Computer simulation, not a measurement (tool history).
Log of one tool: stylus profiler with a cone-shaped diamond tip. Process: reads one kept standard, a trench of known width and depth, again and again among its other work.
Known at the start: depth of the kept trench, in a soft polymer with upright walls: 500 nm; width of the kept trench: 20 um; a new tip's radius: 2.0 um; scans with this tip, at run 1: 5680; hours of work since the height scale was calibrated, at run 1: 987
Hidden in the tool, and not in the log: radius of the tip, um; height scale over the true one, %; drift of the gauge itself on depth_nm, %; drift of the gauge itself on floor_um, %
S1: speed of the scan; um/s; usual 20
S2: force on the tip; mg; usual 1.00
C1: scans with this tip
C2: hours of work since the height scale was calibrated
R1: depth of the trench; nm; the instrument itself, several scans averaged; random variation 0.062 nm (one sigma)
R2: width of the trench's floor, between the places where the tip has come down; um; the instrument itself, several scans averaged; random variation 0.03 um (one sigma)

run,hour,S1,S2,C1,C2,R1,R2
1,0.0,20,1.00,5680,987,504.63,17.14
2,16.9,20,1.00,5735,996,504.65,17.21
3,28.2,20,1.00,5772,1003,504.68,17.16
4,43.8,20,1.00,5823,1011,504.65,17.20
5,53.6,20,1.00,5855,1017,504.58,17.21
6,63.8,20,2.20,5888,1023,507.76,17.20
7,78.6,20,2.05,5937,1031,507.41,17.25
8,96.2,20,2.05,5994,1041,507.48,17.22
9,110.4,20,2.05,6040,1049,507.45,17.22
10,125.4,20,2.05,6089,1058,507.36,17.19
11,141.8,20,2.05,6143,1067,507.40,17.24
12,159.0,20,1.00,6199,1077,504.65,17.13
13,176.2,20,1.00,6255,1086,504.58,17.12
14,195.3,20,1.00,6317,1097,504.56,17.20
15,208.2,20,1.00,6359,1105,504.64,17.15
16,220.8,20,1.00,6400,1112,504.51,17.21
17,233.3,20,1.00,6441,1119,504.59,17.19
18,244.8,20,1.00,6478,1125,504.61,17.20
19,258.4,20,1.00,6523,1133,504.70,17.14
20,269.6,20,1.00,6559,1139,504.59,17.17
21,282.7,77,1.00,6602,1147,504.68,16.70
22,299.6,52,1.55,6657,1156,506.17,16.96
23,317.7,10,2.39,6716,1167,508.12,17.26
24,339.1,18,2.39,6786,1179,508.16,17.24
25,356.4,20,2.28,6842,1188,508.03,17.22
26,380.6,20,1.56,6921,1202,506.20,17.17
27,395.1,20,1.56,6968,1210,506.26,17.20

Run 28 comes next. What will it give?
28,416.7,20,1.56,7039,1223,?,?

{"run 28": {"R1": 506.19, "R2": 17.17}}
Without the tool's hidden state the same run would have given R1 506.18 nm, R2 17.19 um.
